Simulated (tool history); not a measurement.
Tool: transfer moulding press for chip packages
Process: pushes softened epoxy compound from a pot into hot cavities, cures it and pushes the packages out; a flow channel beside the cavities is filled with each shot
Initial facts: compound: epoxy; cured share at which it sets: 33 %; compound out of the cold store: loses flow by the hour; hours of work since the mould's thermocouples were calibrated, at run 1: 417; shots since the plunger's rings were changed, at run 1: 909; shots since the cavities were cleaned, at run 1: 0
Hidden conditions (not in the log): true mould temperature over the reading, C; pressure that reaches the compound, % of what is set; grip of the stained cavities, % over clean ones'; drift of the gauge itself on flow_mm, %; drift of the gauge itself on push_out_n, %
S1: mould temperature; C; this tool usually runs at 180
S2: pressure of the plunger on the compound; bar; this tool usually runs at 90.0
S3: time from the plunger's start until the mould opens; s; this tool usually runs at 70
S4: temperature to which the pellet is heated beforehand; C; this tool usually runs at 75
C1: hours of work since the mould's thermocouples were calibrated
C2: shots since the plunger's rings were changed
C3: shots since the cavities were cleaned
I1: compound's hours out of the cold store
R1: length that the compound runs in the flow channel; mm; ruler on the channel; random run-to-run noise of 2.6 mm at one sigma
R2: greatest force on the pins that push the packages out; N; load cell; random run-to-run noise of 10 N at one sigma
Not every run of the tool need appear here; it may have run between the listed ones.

Run 1, hour 0.0: usual settings; C1 417; C2 909; C3 0; I1 19.9. Result: R1 645 mm, R2 425 N.
Run 2, hour 37.1: usual settings; C1 438; C2 1389; C3 480; I1 28.2. Result: R1 624 mm, R2 701 N.
At hour 62.6: cavities cleaned with cleaning compound and waxed.
Run 3, hour 78.7: usual settings; C1 462; C2 1909; C3 209; I1 26.7. Result: R1 622 mm, R2 553 N.
Run 4, hour 111.6: usual settings but S3 63 s; C1 481; C2 2336; C3 636; I1 22.8. Result: R1 629 mm, R2 945 N.
At hour 126.1: cavities cleaned with cleaning compound and waxed.
Run 5, hour 156.1: usual settings but S3 63 s; C1 507; C2 2892; C3 389; I1 28.6. Result: R1 612 mm, R2 868 N.
At hour 181.6: plunger's sealing rings changed.
Run 6, hour 189.0: usual settings but S3 63 s; C1 524; C2 97; C3 783; I1 32.9. Result: R1 615 mm, R2 923 N.
At hour 194.6: cavities cleaned with cleaning compound and waxed.
Run 7, hour 241.7: usual settings; C1 554; C2 760; C3 610; I1 31.8. Result: R1 618 mm, R2 695 N.
At hour 260.3: cavities cleaned with cleaning compound and waxed.
Run 8, hour 296.6: usual settings; C1 586; C2 1451; C3 470; I1 20.5. Result: R1 642 mm, R2 670 N.
At hour 324.7: cavities cleaned with cleaning compound and waxed.
At hour 346.8: mould's thermocouples calibrated.
Run 9, hour 359.5: usual settings; C1 7; C2 2221; C3 425; I1 12.5. Result: R1 657 mm, R2 731 N.
Run 10, hour 386.4: usual settings but S4 68 C; C1 23; C2 2569; C3 773; I1 35.5. Result: R1 602 mm, R2 793 N.
At hour 393.2: cavities cleaned with cleaning compound and waxed.
Run 11, hour 415.3: usual settings but S4 68 C; C1 39; C2 2924; C3 286; I1 32.8. Result: R1 608 mm, R2 683 N.
At hour 436.8: plunger's sealing rings changed.
At hour 461.6: cavities cleaned with cleaning compound and waxed.
Run 12, hour 465.9: usual settings but S4 68 C; C1 67; C2 357; C3 55; I1 40.2. Result: R1 609 mm, R2 498 N.
Run 13, hour 507.4: usual settings but S4 68 C; C1 91; C2 895; C3 593; I1 23.0. Result: R1 642 mm, R2 759 N.
At hour 527.9: cavities cleaned with cleaning compound and waxed.
Run 14, hour 550.0: usual settings but S2 83.9 bar, S3 104 s, S4 68 C; C1 115; C2 1427; C3 285; I1 19.1. Result: R1 625 mm, R2 388 N.
At hour 591.7: cavities cleaned with cleaning compound and waxed.
Run 15, hour 601.9: usual settings but S2 83.9 bar, S3 104 s, S4 81 C; C1 145; C2 2080; C3 132; I1 9.7. Result: R1 643 mm, R2 351 N.
Run 16, hour 635.6: usual settings but S1 175 C, S2 103.8 bar, S3 73 s, S4 68 C; C1 164; C2 2516; C3 568; I1 31.2. Result: R1 668 mm, R2 910 N.
At hour 657.8: cavities cleaned with cleaning compound and waxed.
Run 17, hour 664.8: usual settings but S1 175 C, S4 67 C; C1 181; C2 2875; C3 90; I1 47.5. Result: R1 588 mm, R2 668 N.
At hour 690.0: plunger's sealing rings changed.
Run 18, hour 696.4: usual settings but S1 175 C, S2 68.8 bar, S4 67 C; C1 198; C2 83; C3 467; I1 12.0. Result: R1 593 mm, R2 1027 N.
At hour 726.0: cavities cleaned with cleaning compound and waxed.
Run 19, hour 762.0: usual settings but S1 181 C, S2 74.9 bar; C1 235; C2 913; C3 465; I1 46.1. Result: R1 535 mm, R2 619 N.
At hour 790.1: cavities cleaned with cleaning compound and waxed.
Run 20, hour 820.7: usual settings but S1 184 C, S2 83.4 bar, S3 88 s; C1 269; C2 1654; C3 396; I1 33.3. Result: R1 585 mm, R2 452 N.
At hour 853.2: cavities cleaned with cleaning compound and waxed.
Run 21, hour 882.3: usual settings but S1 184 C, S2 83.4 bar, S3 88 s; C1 304; C2 2433; C3 377; I1 26.3. Result: R1 595 mm, R2 443 N.
At hour 919.9: cavities cleaned with cleaning compound and waxed.
At hour 942.7: plunger's sealing rings changed.
Run 22, hour 950.0: usual settings but S1 184 C, S2 83.4 bar, S3 88 s; C1 342; C2 95; C3 358; I1 14.6. Result: R1 635 mm, R2 451 N.
At hour 988.1: cavities cleaned with cleaning compound and waxed.
Run 23, hour 1003.7: usual settings but S2 83.2 bar, S3 55 s; C1 372; C2 771; C3 202; I1 10.7. Result: R1 641 mm, R2 1165 N.
At hour 1053.3: cavities cleaned with cleaning compound and waxed.
Run 24, hour 1054.4: usual settings but S1 173 C, S2 74.2 bar, S3 57 s, S4 78 C; C1 401; C2 1408; C3 14; I1 36.2. Result: R1 561 mm, R2 1034 N.
Run 25, hour 1087.1: usual settings but S2 72.3 bar, S4 65 C; C1 420; C2 1831; C3 437; I1 22.9. Result: R1 568 mm, R2 706 N.
At hour 1119.3: cavities cleaned with cleaning compound and waxed.
Run 26, hour 1136.7: usual settings but S1 179 C, S2 105.2 bar, S4 80 C; C1 449; C2 2454; C3 224; I1 39.9. Result: R1 643 mm, R2 588 N.

Forecast each of these 4 alternatives for the next run:
Run A, hour 1175.4: usual settings but S1 179 C, S2 72.0 bar, S4 80 C; C1 471; C2 2956; C3 726; I1 12.2. Result: R1 ?, R2 ?.
Run B, hour 1175.4: usual settings but S1 179 C, S2 105.2 bar, S4 82 C; C1 471; C2 2956; C3 726; I1 23.3. Result: R1 ?, R2 ?.
Run C, hour 1175.4: usual settings but S1 179 C, S2 105.2 bar, S4 78 C; C1 471; C2 2956; C3 726; I1 19.1. Result: R1 ?, R2 ?.
Run D, hour 1175.4: usual settings but S1 184 C, S2 90.8 bar, S4 73 C; C1 471; C2 2956; C3 726; I1 38.4. Result: R1 ?, R2 ?.

run   R1   R2
  A  584  804
  B  678  750
  C  690  777
  D  591  597
Had the tool no hidden state, the same runs would have come out as:
run   R1   R2
  A  600  485
  B  697  448
  C  708  466
  D  607  351

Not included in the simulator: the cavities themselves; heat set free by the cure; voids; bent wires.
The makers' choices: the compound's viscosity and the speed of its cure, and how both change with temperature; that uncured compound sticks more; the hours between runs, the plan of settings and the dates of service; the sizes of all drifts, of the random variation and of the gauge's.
